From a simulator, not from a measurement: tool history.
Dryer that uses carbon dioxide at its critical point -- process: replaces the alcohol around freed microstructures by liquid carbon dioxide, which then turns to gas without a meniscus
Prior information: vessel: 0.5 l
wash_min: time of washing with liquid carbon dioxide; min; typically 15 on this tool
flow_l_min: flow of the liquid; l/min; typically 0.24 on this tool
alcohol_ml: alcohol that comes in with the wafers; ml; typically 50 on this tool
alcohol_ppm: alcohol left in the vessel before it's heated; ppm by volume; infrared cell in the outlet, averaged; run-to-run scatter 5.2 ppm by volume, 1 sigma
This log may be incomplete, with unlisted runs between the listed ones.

{"run": 1, "hour": 0.0, "wash_min": 15, "flow_l_min": 0.24, "alcohol_ml": 50, "alcohol_ppm": 142}
{"run": 2, "hour": 16.0, "wash_min": 15, "flow_l_min": 0.24, "alcohol_ml": 71, "alcohol_ppm": 200}
{"run": 3, "hour": 38.7, "wash_min": 15, "flow_l_min": 0.24, "alcohol_ml": 71, "alcohol_ppm": 194}
{"run": 4, "hour": 56.3, "wash_min": 15, "flow_l_min": 0.24, "alcohol_ml": 71, "alcohol_ppm": 198}
{"run": 5, "hour": 74.9, "wash_min": 15, "flow_l_min": 0.24, "alcohol_ml": 71, "alcohol_ppm": 196}
{"run": 6, "hour": 97.9, "wash_min": 15, "flow_l_min": 0.24, "alcohol_ml": 71, "alcohol_ppm": 215}
{"run": 7, "hour": 110.9, "wash_min": 15, "flow_l_min": 0.24, "alcohol_ml": 50, "alcohol_ppm": 151}
{"run": 8, "hour": 126.4, "wash_min": 15, "flow_l_min": 0.24, "alcohol_ml": 50, "alcohol_ppm": 158}
{"run": 9, "hour": 143.4, "wash_min": 15, "flow_l_min": 0.261, "alcohol_ml": 50, "alcohol_ppm": 99}
{"run": 10, "hour": 158.7, "wash_min": 15, "flow_l_min": 0.24, "alcohol_ml": 50, "alcohol_ppm": 167}
{"run": 11, "hour": 182.1, "wash_min": 15, "flow_l_min": 0.24, "alcohol_ml": 50, "alcohol_ppm": 169}
{"run": 12, "hour": 200.0, "wash_min": 15, "flow_l_min": 0.256, "alcohol_ml": 50, "alcohol_ppm": 125}
{"run": 13, "hour": 213.2, "wash_min": 15, "flow_l_min": 0.256, "alcohol_ml": 50, "alcohol_ppm": 117}
{"run": 14, "hour": 239.2, "wash_min": 15, "flow_l_min": 0.256, "alcohol_ml": 50, "alcohol_ppm": 124}
{"run": 15, "hour": 253.1, "wash_min": 17, "flow_l_min": 0.288, "alcohol_ml": 21, "alcohol_ppm": 10}
{"run": 16, "hour": 277.4, "wash_min": 17, "flow_l_min": 0.288, "alcohol_ml": 21, "alcohol_ppm": 23}
{"run": 17, "hour": 303.3, "wash_min": 17, "flow_l_min": 0.288, "alcohol_ml": 21, "alcohol_ppm": 23}
{"run": 18, "hour": 320.9, "wash_min": 17, "flow_l_min": 0.288, "alcohol_ml": 21, "alcohol_ppm": 23}
{"run": 19, "hour": 341.8, "wash_min": 10, "flow_l_min": 0.4, "alcohol_ml": 21, "alcohol_ppm": 49}
{"run": 20, "hour": 353.3, "wash_min": 14, "flow_l_min": 0.17, "alcohol_ml": 78, "alcohol_ppm": 2473}
{"run": 21, "hour": 369.5, "wash_min": 14, "flow_l_min": 0.241, "alcohol_ml": 20, "alcohol_ppm": 124}
{"run": 22, "hour": 394.2, "wash_min": 20, "flow_l_min": 0.2, "alcohol_ml": 57, "alcohol_ppm": 134}
{"run": 23, "hour": 419.1, "wash_min": 20, "flow_l_min": 0.2, "alcohol_ml": 57, "alcohol_ppm": 129}
{"run": 24, "hour": 435.1, "wash_min": 22, "flow_l_min": 0.292, "alcohol_ml": 94, "alcohol_ppm": 11}
{"run": 25, "hour": 452.0, "wash_min": 17, "flow_l_min": 0.24, "alcohol_ml": 50, "alcohol_ppm": 104}
{"run": 26, "hour": 473.7, "wash_min": 18, "flow_l_min": 0.401, "alcohol_ml": 50, "alcohol_ppm": 18}
{"run": 27, "hour": 484.9, "wash_min": 18, "flow_l_min": 0.401, "alcohol_ml": 50, "alcohol_ppm": 15}
{"run": 28, "hour": 511.0, "wash_min": 24, "flow_l_min": 0.217, "alcohol_ml": 50, "alcohol_ppm": 32}

4 options for the next run, each taken on its own from the tool as it stands now. Forecast them:
{"run": "A", "hour": 524.0, "wash_min": 24, "flow_l_min": 0.217, "alcohol_ml": 47, "alcohol_ppm": "?"}
{"run": "B", "hour": 524.0, "wash_min": 15, "flow_l_min": 0.24, "alcohol_ml": 80, "alcohol_ppm": "?"}
{"run": "C", "hour": 524.0, "wash_min": 15, "flow_l_min": 0.184, "alcohol_ml": 50, "alcohol_ppm": "?"}
{"run": "D", "hour": 524.0, "wash_min": 14, "flow_l_min": 0.217, "alcohol_ml": 50, "alcohol_ppm": "?"}

run=A alcohol_ppm=33
run=B alcohol_ppm=402
run=C alcohol_ppm=926
run=D alcohol_ppm=608
Had the tool no hidden state, the same runs would have come out as:
run=A alcohol_ppm=12
run=B alcohol_ppm=142
run=C alcohol_ppm=405
run=D alcohol_ppm=249
